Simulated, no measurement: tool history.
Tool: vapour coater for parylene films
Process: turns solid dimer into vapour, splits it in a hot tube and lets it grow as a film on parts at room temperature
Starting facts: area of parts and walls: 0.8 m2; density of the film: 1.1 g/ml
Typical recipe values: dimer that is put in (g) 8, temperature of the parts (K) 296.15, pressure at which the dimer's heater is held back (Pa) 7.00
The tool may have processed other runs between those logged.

run,day,dimer that is put in (g),temperature of the parts (K),pressure at which the dimer's heater is held back (Pa),thickness of the film (nm)
1,0.000,8,296.15,7.00,5200
2,0.571,8,296.15,4.99,5440
3,1.075,8,296.15,4.99,5540
4,1.425,7,296.15,7.00,4440
5,1.758,7,296.15,6.08,4570
6,2.067,7,296.15,6.08,4610
7,2.646,7,296.15,6.08,4610

What will run 8 give?
8,2.921,7,288.15,2.30,?

{"run 8": {"thickness of the film (nm)": 7220}}
The same run, on a tool lacking any hidden state, would have yielded thickness of the film (nm) 7890.
